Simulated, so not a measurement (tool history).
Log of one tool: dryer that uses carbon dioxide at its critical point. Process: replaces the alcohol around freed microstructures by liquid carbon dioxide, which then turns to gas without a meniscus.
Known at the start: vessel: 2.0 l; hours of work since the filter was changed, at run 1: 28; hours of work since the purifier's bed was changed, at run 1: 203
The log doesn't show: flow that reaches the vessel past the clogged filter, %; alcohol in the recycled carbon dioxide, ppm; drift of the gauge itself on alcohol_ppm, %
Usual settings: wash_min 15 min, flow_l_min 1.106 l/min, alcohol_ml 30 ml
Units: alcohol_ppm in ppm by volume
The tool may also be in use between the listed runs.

| run | hour | wash_min | flow_l_min | alcohol_ml | hours of work since the filter was changed | hours of work since the purifier's bed was changed | alcohol_ppm |
|---|---|---|---|---|---|---|---|
| 1 | 0.0 | 15 | 1.106 | 30 | 28 | 203 | 37 |
| 2 | 14.0 | 15 | 0.860 | 30 | 35 | 210 | 77 |
| 3 | 25.0 | 15 | 0.860 | 30 | 40 | 216 | 79 |
| 4 | 34.4 | 18 | 0.860 | 30 | 45 | 221 | 37 |
| 5 | 46.5 | 18 | 0.860 | 101 | 51 | 227 | 76 |
| 6 | 62.3 | 18 | 1.780 | 101 | 59 | 235 | 26 |
| 7 | 78.2 | 18 | 1.780 | 101 | 67 | 243 | 17 |
| 8 | 88.0 | 9 | 1.106 | 30 | 72 | 248 | 240 |
| 9 | 96.6 | 15 | 0.790 | 30 | 76 | 252 | 127 |
| 10 | 104.2 | 15 | 0.790 | 30 | 80 | 256 | 117 |
| 11 | 114.5 | 15 | 1.106 | 30 | 86 | 261 | 44 |
| 12 | 130.4 | 15 | 1.106 | 30 | 94 | 269 | 47 |
| 13 | 137.5 | 15 | 1.580 | 30 | 97 | 272 | 30 |
| 14 | 148.8 | 15 | 1.106 | 30 | 103 | 278 | 41 |
| 15 | 158.4 | 15 | 1.106 | 30 | 108 | 283 | 41 |
| 16 | 165.5 | 15 | 1.106 | 30 | 111 | 287 | 47 |
| 17 | 179.1 | 15 | 1.106 | 30 | 118 | 293 | 44 |
| 18 | 192.0 | 10 | 1.106 | 30 | 125 | 300 | 192 |
| 19 | 205.2 | 15 | 0.830 | 30 | 131 | 307 | 119 |
| 20 | 218.5 | 15 | 0.830 | 30 | 138 | 313 | 134 |
| 21 | 226.0 | 15 | 0.830 | 30 | 142 | 317 | 119 |
| 22 | 238.0 | 15 | 1.106 | 30 | 148 | 323 | 59 |
|  | 246.8 | inlet filter changed |
| 23 | 253.8 | 17 | 1.106 | 30 | 4 | 331 | 31 |
| 24 | 262.1 | 17 | 1.106 | 30 | 8 | 335 | 29 |
| 25 | 275.4 | 9 | 1.106 | 30 | 14 | 341 | 196 |
| 26 | 286.6 | 15 | 0.780 | 22 | 20 | 347 | 96 |
| 27 | 300.2 | 15 | 1.390 | 51 | 27 | 354 | 37 |
| 28 | 309.4 | 9 | 1.540 | 30 | 32 | 359 | 61 |
| 29 | 324.7 | 9 | 1.540 | 25 | 39 | 366 | 64 |
| 30 | 334.1 | 9 | 1.540 | 25 | 44 | 371 | 56 |
| 31 | 346.7 | 22 | 1.820 | 20 | 50 | 377 | 41 |
| 32 | 359.8 | 22 | 1.300 | 76 | 57 | 384 | 31 |
| 33 | 371.3 | 15 | 0.690 | 107 | 63 | 390 | 625 |
| 34 | 380.2 | 21 | 1.330 | 59 | 67 | 394 | 30 |
| 35 | 391.1 | 21 | 0.740 | 21 | 73 | 400 | 45 |
| 36 | 403.6 | 21 | 0.980 | 39 | 79 | 406 | 40 |
| 37 | 411.5 | 9 | 1.020 | 40 | 83 | 410 | 417 |
| 38 | 422.2 | 22 | 1.020 | 40 | 88 | 415 | 42 |
| 39 | 429.8 | 22 | 1.020 | 40 | 92 | 419 | 35 |
| 40 | 437.7 | 22 | 1.020 | 40 | 96 | 423 | 38 |
| 41 | 448.8 | 15 | 1.560 | 30 | 102 | 429 | 37 |
| 42 | 466.0 | 13 | 0.680 | 30 | 110 | 437 | 414 |
| 43 | 475.1 | 13 | 0.680 | 30 | 115 | 442 | 421 |
| 44 | 492.2 | 13 | 0.680 | 30 | 124 | 451 | 417 |

3 ways to go on from here, each from the tool as it stands after run 44. What would each give?
| A | 504.6 | 13 | 0.680 | 31 | 130 | 457 | ? |
| B | 504.6 | 18 | 0.680 | 40 | 130 | 457 | ? |
| C | 504.6 | 11 | 1.670 | 30 | 130 | 457 | ? |

| run | alcohol_ppm |
|---|---|
| A | 451 |
| B | 162 |
| C | 52 |
Without the tool's hidden state the same runs would have given:
| run | alcohol_ppm |
|---|---|
| A | 275 |
| B | 73 |
| C | 13 |

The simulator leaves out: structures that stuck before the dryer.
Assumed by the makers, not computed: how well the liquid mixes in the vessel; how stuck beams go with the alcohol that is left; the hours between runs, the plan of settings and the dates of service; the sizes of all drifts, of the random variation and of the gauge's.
